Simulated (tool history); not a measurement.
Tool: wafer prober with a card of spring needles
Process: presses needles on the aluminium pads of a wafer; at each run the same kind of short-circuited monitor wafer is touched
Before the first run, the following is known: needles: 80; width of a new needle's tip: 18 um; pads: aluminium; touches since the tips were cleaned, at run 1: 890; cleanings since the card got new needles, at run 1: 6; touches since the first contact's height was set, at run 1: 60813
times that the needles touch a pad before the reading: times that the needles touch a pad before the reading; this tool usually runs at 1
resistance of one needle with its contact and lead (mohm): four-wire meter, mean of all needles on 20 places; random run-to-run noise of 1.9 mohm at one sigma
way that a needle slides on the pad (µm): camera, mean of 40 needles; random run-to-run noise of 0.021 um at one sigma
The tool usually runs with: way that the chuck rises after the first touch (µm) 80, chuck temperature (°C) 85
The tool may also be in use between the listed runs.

run	day	way that the chuck rises after the first touch (µm)	chuck temperature (°C)	times that the needles touch a pad before the reading	touches since the tips were cleaned	cleanings since the card got new needles	touches since the first contact's height was set	resistance of one needle with its contact and lead (mohm)	way that a needle slides on the pad (µm)
1	0.000	80	85	1	890	6	60813	195	20.96
2	0.408	81	85	1	2745	6	62668	200	21.27
3	0.696	81	85	1	4074	6	63997	198	21.24
4	1.083	81	85	1	5842	6	65765	198	21.23
5	1.325	80	118	1	6939	6	66862	206	20.95
6	1.592	80	50	1	8152	6	68075	190	20.94
# day 1.771: tips cleaned on abrasive film
7	2.012	80	50	1	1097	7	69980	189	20.92
8	2.208	78	85	1	1984	7	70867	202	20.46
9	2.454	78	85	1	3118	7	72001	195	20.43
10	2.704	66	85	1	4247	7	73130	200	17.29
11	3.054	66	85	1	5850	7	74733	203	17.28
12	3.283	66	85	1	6890	7	75773	202	17.31
13	3.612	83	85	1	8402	7	77285	194	21.74
# day 3.738: tips cleaned on abrasive film
14	3.850	83	85	1	519	8	78349	194	21.75
15	4.192	80	85	1	2072	8	79902	200	20.95
16	4.612	62	32	1	4001	8	81831	190	16.26
17	4.825	62	32	1	4959	8	82789	192	16.24
18	5.133	62	32	2	6371	8	84201	186	16.24
19	5.342	74	32	2	7327	8	85157	188	19.38
20	5.575	74	32	2	8386	8	86216	188	19.40
# day 5.700: tips cleaned on abrasive film
21	5.817	91	44	3	527	9	87296	190	23.85
22	6.129	92	88	2	1950	9	88719	196	24.10
23	6.388	80	65	1	3133	9	89902	198	20.93
24	6.617	91	73	1	4189	9	90958	199	23.86
25	7.029	80	73	1	6057	9	92826	198	20.93
26	7.400	71	59	2	7756	9	94525	192	18.60
# day 7.667: tips cleaned on abrasive film
27	7.712	63	59	2	211	10	95931	197	16.53
28	8.008	80	62	2	1564	10	97284	195	20.99
29	8.225	73	64	3	2556	10	98276	193	19.09

Consider 3 possible next runs. They are alternatives, not a sequence: every one starts from the tool as it was left by run 29. What does each give?
A	8.617	80	73	2	4333	10	100053	?	?
B	8.617	80	90	3	4333	10	100053	?	?
C	8.617	65	30	3	4333	10	100053	?	?

run	resistance of one needle with its contact and lead (mohm)	way that a needle slides on the pad (µm)
A	195	20.97
B	196	20.95
C	189	17.03
Had the tool no hidden state, the same runs would have come out as:
run	resistance of one needle with its contact and lead (mohm)	way that a needle slides on the pad (µm)
A	195	20.97
B	196	20.95
C	188	17.03

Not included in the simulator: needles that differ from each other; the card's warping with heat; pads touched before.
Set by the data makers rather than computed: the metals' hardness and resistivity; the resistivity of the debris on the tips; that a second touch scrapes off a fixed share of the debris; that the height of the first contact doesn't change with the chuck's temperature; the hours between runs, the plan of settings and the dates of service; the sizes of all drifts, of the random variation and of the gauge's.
